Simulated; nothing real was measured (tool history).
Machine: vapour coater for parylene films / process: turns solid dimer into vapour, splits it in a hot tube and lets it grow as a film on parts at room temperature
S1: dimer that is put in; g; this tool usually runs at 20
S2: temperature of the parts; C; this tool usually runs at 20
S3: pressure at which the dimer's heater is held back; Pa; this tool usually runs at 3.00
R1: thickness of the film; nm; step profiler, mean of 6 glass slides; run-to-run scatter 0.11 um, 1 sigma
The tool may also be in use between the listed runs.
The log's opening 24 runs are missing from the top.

{"run": 25, "hour": 623.6, "S1": 20, "S2": 20, "S3": 3.0, "R1": 15110}
{"run": 26, "hour": 645.5, "S1": 26, "S2": 20, "S3": 9.36, "R1": 16590}
{"run": 27, "hour": 662.1, "S1": 20, "S2": 26, "S3": 8.79, "R1": 11500}
{"run": 28, "hour": 684.3, "S1": 20, "S2": 26, "S3": 8.79, "R1": 11360}
{"hour": 709.4, "done": "trap's valve overhauled"}
{"run": 29, "hour": 709.9, "S1": 15, "S2": 18, "S3": 3.14, "R1": 12900}
{"run": 30, "hour": 729.2, "S1": 12, "S2": 12, "S3": 3.71, "R1": 11150}
{"run": 31, "hour": 747.0, "S1": 8, "S2": 12, "S3": 3.71, "R1": 7420}
{"run": 32, "hour": 765.5, "S1": 10, "S2": 14, "S3": 3.0, "R1": 9200}
{"run": 33, "hour": 793.9, "S1": 14, "S2": 23, "S3": 3.0, "R1": 10610}
{"run": 34, "hour": 817.5, "S1": 34, "S2": 16, "S3": 3.28, "R1": 29730}
{"run": 35, "hour": 849.4, "S1": 18, "S2": 19, "S3": 2.6, "R1": 15010}
{"run": 36, "hour": 875.5, "S1": 18, "S2": 19, "S3": 2.6, "R1": 14990}
{"run": 37, "hour": 896.7, "S1": 18, "S2": 19, "S3": 2.6, "R1": 14790}

The next listed run, before its measurement:
{"run": 38, "hour": 916.8, "S1": 9, "S2": 19, "S3": 2.26, "R1": "?"}

{"run 38": {"R1": 7520}}
Were there no unlogged condition in the tool, this run, its random variation unchanged, would have produced R1 7990 nm.
